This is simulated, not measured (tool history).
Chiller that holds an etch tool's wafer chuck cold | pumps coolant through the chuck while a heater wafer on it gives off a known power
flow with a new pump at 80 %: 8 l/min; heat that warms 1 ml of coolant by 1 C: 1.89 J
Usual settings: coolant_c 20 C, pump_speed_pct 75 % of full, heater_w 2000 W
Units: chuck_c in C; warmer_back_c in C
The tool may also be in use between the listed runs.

{"run": 1, "hour": 0.0, "coolant_c": 20, "pump_speed_pct": 75, "heater_w": 2000, "chuck_c": 34.5, "warmer_back_c": 8.42}
{"run": 2, "hour": 37.6, "coolant_c": 20, "pump_speed_pct": 75, "heater_w": 2000, "chuck_c": 34.7, "warmer_back_c": 8.38}
{"run": 3, "hour": 81.2, "coolant_c": 20, "pump_speed_pct": 75, "heater_w": 2000, "chuck_c": 34.7, "warmer_back_c": 8.46}
{"run": 4, "hour": 114.1, "coolant_c": 20, "pump_speed_pct": 75, "heater_w": 2000, "chuck_c": 34.5, "warmer_back_c": 8.4}
{"run": 5, "hour": 133.5, "coolant_c": 20, "pump_speed_pct": 73, "heater_w": 2000, "chuck_c": 35, "warmer_back_c": 8.65}
{"run": 6, "hour": 156.1, "coolant_c": 20, "pump_speed_pct": 73, "heater_w": 2000, "chuck_c": 34.9, "warmer_back_c": 8.57}
{"run": 7, "hour": 192.0, "coolant_c": 20, "pump_speed_pct": 73, "heater_w": 2000, "chuck_c": 34.9, "warmer_back_c": 8.6}
{"run": 8, "hour": 230.5, "coolant_c": 20, "pump_speed_pct": 73, "heater_w": 2000, "chuck_c": 34.9, "warmer_back_c": 8.54}
{"run": 9, "hour": 270.2, "coolant_c": 20, "pump_speed_pct": 75, "heater_w": 1354, "chuck_c": 29.8, "warmer_back_c": 5.57}
{"run": 10, "hour": 298.0, "coolant_c": 20, "pump_speed_pct": 75, "heater_w": 1354, "chuck_c": 29.9, "warmer_back_c": 5.5}
{"run": 11, "hour": 330.0, "coolant_c": 20, "pump_speed_pct": 82, "heater_w": 1354, "chuck_c": 29.2, "warmer_back_c": 5.01}
{"run": 12, "hour": 371.2, "coolant_c": 29, "pump_speed_pct": 75, "heater_w": 2000, "chuck_c": 43.5, "warmer_back_c": 8.3}
{"run": 13, "hour": 390.7, "coolant_c": 20, "pump_speed_pct": 67, "heater_w": 2000, "chuck_c": 36, "warmer_back_c": 9.32}
{"run": 14, "hour": 430.7, "coolant_c": 20, "pump_speed_pct": 67, "heater_w": 2000, "chuck_c": 36, "warmer_back_c": 9.27}
{"run": 15, "hour": 462.2, "coolant_c": 17, "pump_speed_pct": 67, "heater_w": 2000, "chuck_c": 32.9, "warmer_back_c": 9.22}
{"run": 16, "hour": 497.7, "coolant_c": 19, "pump_speed_pct": 75, "heater_w": 1049, "chuck_c": 26.6, "warmer_back_c": 4.16}

Run 17 comes next. What will it give?
{"run": 17, "hour": 527.4, "coolant_c": 19, "pump_speed_pct": 75, "heater_w": 1049, "chuck_c": "?", "warmer_back_c": "?"}

chuck_c: 26.7 C
warmer_back_c: 4.16 C
Without the tool's hidden state the same run would have given chuck_c 26.7 C, warmer_back_c 4.46 C.
